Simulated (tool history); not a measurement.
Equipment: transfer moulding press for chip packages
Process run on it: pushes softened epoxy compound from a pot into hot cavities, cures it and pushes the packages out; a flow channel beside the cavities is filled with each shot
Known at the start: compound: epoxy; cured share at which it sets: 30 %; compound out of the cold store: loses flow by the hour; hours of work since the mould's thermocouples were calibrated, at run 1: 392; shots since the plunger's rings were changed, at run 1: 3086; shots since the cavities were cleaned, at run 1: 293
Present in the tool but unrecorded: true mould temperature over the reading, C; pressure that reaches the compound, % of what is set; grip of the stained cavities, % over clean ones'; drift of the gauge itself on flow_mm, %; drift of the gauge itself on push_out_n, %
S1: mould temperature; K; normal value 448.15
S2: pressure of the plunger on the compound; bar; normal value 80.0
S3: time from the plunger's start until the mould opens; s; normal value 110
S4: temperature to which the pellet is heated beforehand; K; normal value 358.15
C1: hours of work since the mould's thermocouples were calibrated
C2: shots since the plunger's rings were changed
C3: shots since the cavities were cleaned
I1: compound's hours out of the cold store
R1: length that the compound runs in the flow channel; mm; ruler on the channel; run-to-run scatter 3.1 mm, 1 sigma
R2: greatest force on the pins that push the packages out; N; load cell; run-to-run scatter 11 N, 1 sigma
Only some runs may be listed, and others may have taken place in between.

run,hour,S1,S2,S3,S4,C1,C2,C3,I1,R1,R2
1,0.0,448.15,80.0,110,358.15,392,3086,293,11.3,612,635
2,16.1,448.15,80.0,110,358.15,403,3265,472,11.7,599,713
3,33.0,448.15,80.0,110,358.15,414,3453,660,28.4,539,691
4,44.4,448.15,80.0,110,358.15,421,3581,788,13.1,589,738
# hour 46.8: cavities cleaned with cleaning compound and waxed
# hour 55.7: plunger's sealing rings changed
5,71.2,448.15,80.0,110,358.15,437,173,244,9.8,647,632
6,85.7,448.15,80.0,110,358.15,446,334,405,30.9,564,646
7,96.0,448.15,80.0,110,358.15,453,449,520,47.7,517,667
# hour 101.9: mould's thermocouples calibrated
8,107.2,448.15,80.0,110,358.15,4,552,623,38.5,542,657
# hour 124.9: cavities cleaned with cleaning compound and waxed
9,128.9,448.15,80.0,110,358.15,17,776,44,26.3,574,491
10,151.3,448.15,80.0,133,358.15,32,1026,294,14.1,616,518
11,170.8,448.15,80.0,133,358.15,44,1243,511,21.4,590,567
12,191.0,448.15,80.0,133,358.15,58,1469,737,10.3,619,594
# hour 198.2: cavities cleaned with cleaning compound and waxed
13,208.8,448.15,80.0,133,358.15,69,1649,118,17.7,598,473
14,226.8,448.15,80.0,110,358.15,80,1850,319,20.5,585,608
15,240.9,448.15,61.9,102,358.15,90,2007,476,15.2,526,728
16,253.3,448.15,61.9,102,358.15,98,2145,614,23.3,502,720
17,263.9,448.15,80.0,110,358.15,105,2263,732,19.8,584,689
# hour 271.8: cavities cleaned with cleaning compound and waxed
18,283.4,449.15,81.3,111,368.15,117,2464,129,30.2,544,528
19,299.4,442.15,80.0,110,358.15,127,2641,306,34.8,534,793
20,316.0,450.15,61.3,110,366.15,138,2827,492,14.7,517,611
21,327.2,442.15,80.0,104,355.15,146,2951,616,34.4,540,1047
22,342.1,442.15,63.1,104,357.15,156,3118,783,41.8,453,1051
# hour 346.1: cavities cleaned with cleaning compound and waxed
23,362.0,442.15,63.1,104,357.15,168,3323,177,12.4,547,915
24,371.9,442.15,63.1,104,357.15,174,3433,287,20.3,511,923
25,387.4,442.15,63.1,104,357.15,184,3605,459,46.6,443,897
# hour 394.3: plunger's sealing rings changed
26,409.7,442.15,63.1,104,357.15,197,172,680,14.9,562,1118
# hour 422.2: cavities cleaned with cleaning compound and waxed
27,423.1,455.15,63.6,110,358.15,205,305,11,11.2,560,444
28,438.5,448.15,96.2,135,358.15,216,476,182,23.1,645,503

Alternative continuations, all from the tool just after run 28; predict every row:
A,460.5,452.15,96.2,135,358.15,230,721,427,45.2,?,?
B,460.5,445.15,96.2,135,350.15,230,721,427,39.7,?,?
C,460.5,448.15,94.1,110,358.15,230,721,427,23.9,?,?

run,R1,R2
A,560,532
B,584,590
C,627,630
With the hidden condition removed and each run's random variation left untouched, the same runs would have given:
run,R1,R2
A,566,419
B,591,464
C,634,491
